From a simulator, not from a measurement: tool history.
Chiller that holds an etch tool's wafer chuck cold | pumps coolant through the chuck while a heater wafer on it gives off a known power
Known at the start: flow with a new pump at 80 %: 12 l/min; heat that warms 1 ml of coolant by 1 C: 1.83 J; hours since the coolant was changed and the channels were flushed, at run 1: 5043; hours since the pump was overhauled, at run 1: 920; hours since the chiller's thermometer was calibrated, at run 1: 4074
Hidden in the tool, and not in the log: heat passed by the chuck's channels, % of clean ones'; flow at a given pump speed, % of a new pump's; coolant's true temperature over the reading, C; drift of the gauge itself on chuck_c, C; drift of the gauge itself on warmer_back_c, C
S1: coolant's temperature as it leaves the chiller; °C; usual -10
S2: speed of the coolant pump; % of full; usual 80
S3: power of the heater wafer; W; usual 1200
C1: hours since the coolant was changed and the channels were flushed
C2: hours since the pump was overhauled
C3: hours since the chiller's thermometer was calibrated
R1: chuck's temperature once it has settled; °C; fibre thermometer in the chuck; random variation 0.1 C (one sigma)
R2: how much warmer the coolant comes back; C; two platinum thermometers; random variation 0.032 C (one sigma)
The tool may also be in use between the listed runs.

Run 1, hour 0: usual settings; C1 5043; C2 920; C3 4074. Result: R1 2.8 °C, R2 3.34 C.
At hour 88.4: chiller's thermometer calibrated.
Run 2, hour 98.8: usual settings; C1 5141; C2 1017; C3 10. Result: R1 2.6 °C, R2 3.33 C.
Run 3, hour 161.3: usual settings; C1 5204; C2 1080; C3 73. Result: R1 2.6 °C, R2 3.28 C.
Run 4, hour 206: usual settings; C1 5248; C2 1125; C3 118. Result: R1 2.8 °C, R2 3.34 C.
Run 5, hour 275.6: usual settings; C1 5318; C2 1194; C3 187. Result: R1 2.8 °C, R2 3.38 C.
Run 6, hour 347.8: usual settings; C1 5390; C2 1266; C3 259. Result: R1 2.7 °C, R2 3.29 C.
Run 7, hour 413.4: usual settings; C1 5456; C2 1332; C3 325. Result: R1 2.8 °C, R2 3.34 C.
Run 8, hour 501.6: usual settings; C1 5544; C2 1420; C3 413. Result: R1 2.7 °C, R2 3.32 C.
Run 9, hour 600: usual settings; C1 5642; C2 1519; C3 512. Result: R1 2.8 °C, R2 3.34 C.
Run 10, hour 690.1: usual settings; C1 5732; C2 1609; C3 602. Result: R1 2.9 °C, R2 3.35 C.
At hour 704.4: chiller's thermometer calibrated, once more.
Run 11, hour 743.5: usual settings; C1 5785; C2 1661; C3 39. Result: R1 3.9 °C, R2 3.34 C.
Run 12, hour 837.6: usual settings; C1 5879; C2 1755; C3 133. Result: R1 3.8 °C, R2 3.33 C.
Run 13, hour 919.9: usual settings; C1 5961; C2 1837; C3 215. Result: R1 3.9 °C, R2 3.41 C.
Run 14, hour 974.6: usual settings; C1 6016; C2 1892; C3 270. Result: R1 3.9 °C, R2 3.35 C.
Run 15, hour 1066.8: usual settings; C1 6108; C2 1984; C3 362. Result: R1 4.1 °C, R2 3.38 C.
Run 16, hour 1141.9: usual settings; C1 6183; C2 2059; C3 437. Result: R1 3.8 °C, R2 3.39 C.

The next listed run, before its measurement:
Run 17, hour 1226.5: usual settings but S3 803 W; C1 6268; C2 2144; C3 522. Result: R1 ?, R2 ?.

Run 17 gave R1 -0.8 °C, R2 2.26 C.
Without the tool's hidden state the same run would have given R1 -2.1 °C, R2 2.2 C.
